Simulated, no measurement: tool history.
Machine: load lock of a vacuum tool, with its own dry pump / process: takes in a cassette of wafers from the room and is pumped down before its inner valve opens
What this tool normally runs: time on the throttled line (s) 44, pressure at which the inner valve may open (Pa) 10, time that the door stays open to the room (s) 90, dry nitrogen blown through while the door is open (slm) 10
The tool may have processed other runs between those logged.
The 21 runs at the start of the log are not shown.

run,hour,time on the throttled line (s),pressure at which the inner valve may open (Pa),time that the door stays open to the room (s),dry nitrogen blown through while the door is open (slm),"incoming humidity of the room's air, %",time from the closed door until the inner valve may open (s),rise of the pressure with all valves shut (Pa/min)
22,7835.3,44,10,90,22,45.8,117.1,0.309
23,8066.2,44,10,90,22,46.2,116.1,0.33
24,8383.7,44,10,90,14,45.4,119.1,0.383
25,8852.1,44,10,90,14,44.8,118.6,0.429
26,9337.1,28,10,90,8,43.7,108.3,0.501
27,9700,28,10,90,8,45.1,110.6,0.566
28,9918.8,23,10,90,10,44.7,107.8,0.593
# hour 9996.5: door's seal changed, seat wiped
29,10435,23,10,90,10,46,108,0.074
30,10855.9,59,11,64,10,44.8,133.6,0.081
31,11068.6,59,11,64,10,46.9,133,0.093
32,11505.1,44,10,129,4,45.3,125.2,0.138
# hour 11725.1: dry pump taken out, an overhauled one fitted
33,11788.5,26,10,129,29,47.4,92.4,0.126
34,12038.8,26,10,129,29,47.2,92.8,0.142
35,12335.6,26,10,129,29,45.2,92.6,0.167
36,12625.8,44,10,90,35,43.6,108,0.174
37,12987.4,42,12,61,10,46.3,105.2,0.217
38,13246.2,85,10,85,16,49.1,139.7,0.246

3 ways to go on from here, each from the tool as it stands after run 38. What would each give?
A,13735,37,16,95,10,48,?,?
B,13735,85,10,104,24,44.9,?,?
C,13735,29,10,54,16,46.5,?,?

run,time from the closed door until the inner valve may open (s),rise of the pressure with all valves shut (Pa/min)
A,100.4,0.305
B,140.1,0.289
C,97.3,0.281
The same runs, with their run-to-run variation unchanged, on a tool lacking any hidden condition would have given:
run,time from the closed door until the inner valve may open (s),rise of the pressure with all valves shut (Pa/min)
A,96.3,0.065
B,136.5,0.047
C,92.9,0.04
